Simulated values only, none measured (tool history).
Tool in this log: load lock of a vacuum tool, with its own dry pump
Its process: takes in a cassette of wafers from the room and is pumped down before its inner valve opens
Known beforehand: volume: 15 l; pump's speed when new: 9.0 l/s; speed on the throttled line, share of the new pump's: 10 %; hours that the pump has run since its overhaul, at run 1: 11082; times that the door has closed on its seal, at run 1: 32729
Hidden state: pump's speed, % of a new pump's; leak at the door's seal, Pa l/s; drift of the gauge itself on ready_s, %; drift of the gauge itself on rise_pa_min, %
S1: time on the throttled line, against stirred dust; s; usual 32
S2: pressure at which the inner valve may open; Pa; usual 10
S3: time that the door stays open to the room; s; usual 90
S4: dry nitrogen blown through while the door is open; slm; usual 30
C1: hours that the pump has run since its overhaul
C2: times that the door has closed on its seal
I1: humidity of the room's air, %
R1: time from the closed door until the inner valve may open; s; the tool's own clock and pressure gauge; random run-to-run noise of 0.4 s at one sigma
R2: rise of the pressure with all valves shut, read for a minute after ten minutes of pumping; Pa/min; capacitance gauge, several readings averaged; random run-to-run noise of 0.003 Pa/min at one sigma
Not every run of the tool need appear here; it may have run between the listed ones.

| run | day | S1 | S2 | S3 | S4 | C1 | C2 | I1 | R1 | R2 |
|---|---|---|---|---|---|---|---|---|---|---|
| 1 | 0.000 | 32 | 10 | 90 | 30 | 11082 | 32729 | 47.5 | 47.5 | 0.280 |
| 2 | 17.325 | 32 | 10 | 90 | 30 | 11498 | 33957 | 47.4 | 46.9 | 0.286 |
| 3 | 29.771 | 32 | 10 | 90 | 30 | 11796 | 34839 | 44.7 | 47.0 | 0.306 |
| 4 | 58.088 | 32 | 10 | 90 | 30 | 12476 | 36846 | 43.0 | 48.2 | 0.329 |
| 5 | 82.646 | 32 | 10 | 90 | 30 | 13065 | 38587 | 51.0 | 47.8 | 0.349 |
| 6 | 99.833 | 50 | 10 | 90 | 30 | 13478 | 39805 | 44.5 | 64.4 | 0.373 |
| 7 | 127.800 | 43 | 8 | 204 | 36 | 14149 | 41787 | 46.0 | 59.0 | 0.416 |
| 8 | 155.250 | 43 | 8 | 204 | 36 | 14808 | 43733 | 44.3 | 58.4 | 0.445 |
| 9 | 168.962 | 43 | 8 | 204 | 36 | 15137 | 44705 | 42.7 | 57.8 | 0.456 |
|  | 174.625 | door's seal changed, seat wiped |
| 10 | 183.142 | 43 | 8 | 204 | 27 | 15476 | 603 | 45.2 | 59.0 | 0.061 |
| 11 | 210.242 | 32 | 13 | 182 | 30 | 16126 | 2524 | 45.5 | 48.8 | 0.058 |
|  | 225.962 | dry pump taken out, an overhauled one fitted |
| 12 | 239.421 | 36 | 13 | 153 | 30 | 323 | 4575 | 46.2 | 47.5 | 0.066 |

Each row is a separate what-if for the run after 12, all from the same tool condition, not one after another. Results?
| A | 263.067 | 36 | 13 | 153 | 12 | 891 | 6251 | 44.3 | ? | ? |
| B | 263.067 | 41 | 13 | 150 | 30 | 891 | 6251 | 45.7 | ? | ? |
| C | 263.067 | 32 | 8 | 90 | 30 | 891 | 6251 | 48.9 | ? | ? |
| D | 263.067 | 32 | 10 | 36 | 30 | 891 | 6251 | 46.6 | ? | ? |

| run | R1 | R2 |
|---|---|---|
| A | 47.8 | 0.102 |
| B | 52.7 | 0.067 |
| C | 45.5 | 0.054 |
| D | 45.4 | 0.039 |
With no hidden state in the tool, these same runs would have given:
| run | R1 | R2 |
|---|---|---|
| A | 47.5 | 0.082 |
| B | 52.4 | 0.048 |
| C | 45.1 | 0.035 |
| D | 45.1 | 0.020 |
